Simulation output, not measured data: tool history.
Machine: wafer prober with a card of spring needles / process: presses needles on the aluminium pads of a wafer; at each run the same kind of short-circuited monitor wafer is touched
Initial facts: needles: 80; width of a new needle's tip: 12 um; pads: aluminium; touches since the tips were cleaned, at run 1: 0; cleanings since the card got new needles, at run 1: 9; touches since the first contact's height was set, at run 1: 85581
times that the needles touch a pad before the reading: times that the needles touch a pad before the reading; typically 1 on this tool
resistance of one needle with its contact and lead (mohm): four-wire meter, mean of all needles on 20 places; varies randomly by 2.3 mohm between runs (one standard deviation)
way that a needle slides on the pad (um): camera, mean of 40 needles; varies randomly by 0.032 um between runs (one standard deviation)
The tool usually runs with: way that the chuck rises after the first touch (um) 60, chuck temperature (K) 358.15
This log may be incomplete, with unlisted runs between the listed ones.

| run | hour | way that the chuck rises after the first touch (um) | chuck temperature (K) | times that the needles touch a pad before the reading | touches since the tips were cleaned | cleanings since the card got new needles | touches since the first contact's height was set | resistance of one needle with its contact and lead (mohm) | way that a needle slides on the pad (um) |
|---|---|---|---|---|---|---|---|---|---|
| 1 | 0.0 | 60 | 358.15 | 1 | 0 | 9 | 85581 | 269 | 14.53 |
| 2 | 12.4 | 60 | 358.15 | 1 | 2411 | 9 | 87992 | 292 | 14.51 |
| 3 | 18.7 | 60 | 358.15 | 1 | 3627 | 9 | 89208 | 296 | 14.51 |
| 4 | 31.8 | 60 | 358.15 | 1 | 6168 | 9 | 91749 | 306 | 14.53 |
| 5 | 42.8 | 60 | 358.15 | 1 | 8295 | 9 | 93876 | 307 | 14.49 |
|  | 44.6 | tips cleaned on abrasive film |
| 6 | 51.2 | 60 | 311.15 | 1 | 1270 | 10 | 95490 | 268 | 14.56 |
| 7 | 57.7 | 60 | 311.15 | 1 | 2541 | 10 | 96761 | 281 | 14.45 |
| 8 | 64.8 | 60 | 311.15 | 1 | 3903 | 10 | 98123 | 289 | 14.51 |
| 9 | 71.7 | 60 | 362.15 | 1 | 5239 | 10 | 99459 | 301 | 14.43 |
| 10 | 83.6 | 67 | 358.15 | 1 | 7551 | 10 | 101771 | 306 | 16.23 |
|  | 90.0 | tips cleaned on abrasive film |
| 11 | 98.2 | 67 | 358.15 | 1 | 1592 | 11 | 104587 | 281 | 16.18 |
| 12 | 113.3 | 67 | 358.15 | 1 | 4512 | 11 | 107507 | 295 | 16.21 |
| 13 | 120.3 | 67 | 358.15 | 1 | 5885 | 11 | 108880 | 298 | 16.23 |
|  | 121.9 | height of the first contact set anew |
| 14 | 131.9 | 67 | 358.15 | 1 | 8062 | 11 | 1933 | 299 | 16.00 |
|  | 135.3 | tips cleaned on abrasive film |
| 15 | 146.5 | 67 | 358.15 | 1 | 2175 | 12 | 4760 | 287 | 16.00 |
| 16 | 152.6 | 67 | 358.15 | 1 | 3355 | 12 | 5940 | 292 | 16.02 |
| 17 | 164.8 | 67 | 358.15 | 1 | 5717 | 12 | 8302 | 295 | 16.10 |
| 18 | 175.3 | 67 | 358.15 | 1 | 7746 | 12 | 10331 | 303 | 16.00 |
|  | 180.3 | tips cleaned on abrasive film |
| 19 | 185.3 | 67 | 358.15 | 1 | 969 | 13 | 12261 | 276 | 16.04 |
| 20 | 198.1 | 46 | 358.15 | 1 | 3457 | 13 | 14749 | 315 | 10.84 |
|  | 205.8 | height of the first contact set anew, once more |
| 21 | 211.9 | 46 | 388.15 | 1 | 6063 | 13 | 1176 | 328 | 11.38 |
|  | 225.9 | tips cleaned on abrasive film |
| 22 | 226.7 | 46 | 388.15 | 1 | 164 | 14 | 4042 | 280 | 11.32 |
| 23 | 235.4 | 64 | 358.15 | 2 | 1850 | 14 | 5728 | 278 | 15.73 |
| 24 | 248.6 | 63 | 362.15 | 1 | 4410 | 14 | 8288 | 298 | 15.51 |
| 25 | 256.3 | 63 | 362.15 | 1 | 5904 | 14 | 9782 | 297 | 15.48 |
| 26 | 270.2 | 54 | 343.15 | 1 | 8588 | 14 | 12466 | 316 | 13.32 |
|  | 271.6 | tips cleaned on abrasive film |
| 27 | 277.7 | 41 | 351.15 | 1 | 1170 | 15 | 13898 | 289 | 10.04 |
| 28 | 288.2 | 47 | 375.15 | 1 | 3220 | 15 | 15948 | 315 | 11.50 |
| 29 | 300.7 | 47 | 323.15 | 2 | 5645 | 15 | 18373 | 289 | 11.54 |
| 30 | 312.0 | 47 | 304.15 | 2 | 7834 | 15 | 20562 | 290 | 11.52 |
|  | 316.9 | tips cleaned on abrasive film |
| 31 | 323.3 | 72 | 376.15 | 2 | 1234 | 16 | 22722 | 276 | 17.64 |
| 32 | 337.3 | 45 | 363.15 | 2 | 3959 | 16 | 25447 | 300 | 11.01 |
| 33 | 347.0 | 45 | 363.15 | 2 | 5831 | 16 | 27319 | 305 | 10.99 |
|  | 361.6 | tips cleaned on abrasive film |
| 34 | 361.6 | 45 | 363.15 | 2 | 0 | 17 | 30137 | 266 | 10.99 |

Table of differences, measured result less the result of that run with no hidden state. Run-to-run variation is the same in both. Gauge scatter possibly is not:
Hidden state present: debris on the tips, nm; way that the needles fall short of the set height, um; tips' diameter, um; drift of the gauge itself on contact_mohm, %; drift of the gauge itself on scrub_um, %.
| run | resistance of one needle with its contact and lead (mohm) | way that a needle slides on the pad (um) |
|---|---|---|
| 1 | +5 | -0.28 |
| 2 | +29 | -0.27 |
| 3 | +36 | -0.28 |
| 4 | +45 | -0.27 |
| 5 | +46 | -0.27 |
| 6 | +23 | -0.30 |
| 7 | +34 | -0.29 |
| 8 | +41 | -0.29 |
| 9 | +41 | -0.30 |
| 10 | +43 | -0.29 |
| 11 | +21 | -0.33 |
| 12 | +37 | -0.33 |
| 13 | +40 | -0.33 |
| 14 | +43 | -0.45 |
| 15 | +25 | -0.48 |
| 16 | +32 | -0.48 |
| 17 | +40 | -0.48 |
| 18 | +43 | -0.48 |
| 19 | +14 | -0.51 |
| 20 | +52 | -0.51 |
| 21 | +58 | +0.00 |
| 22 | +7 | -0.03 |
| 23 | +14 | -0.03 |
| 24 | +37 | -0.03 |
| 25 | +40 | -0.03 |
| 26 | +55 | -0.04 |
| 27 | +34 | -0.06 |
| 28 | +48 | -0.05 |
| 29 | +38 | -0.06 |
| 30 | +42 | -0.06 |
| 31 | +10 | -0.08 |
| 32 | +34 | -0.09 |
| 33 | +39 | -0.08 |
| 34 | +5 | -0.11 |

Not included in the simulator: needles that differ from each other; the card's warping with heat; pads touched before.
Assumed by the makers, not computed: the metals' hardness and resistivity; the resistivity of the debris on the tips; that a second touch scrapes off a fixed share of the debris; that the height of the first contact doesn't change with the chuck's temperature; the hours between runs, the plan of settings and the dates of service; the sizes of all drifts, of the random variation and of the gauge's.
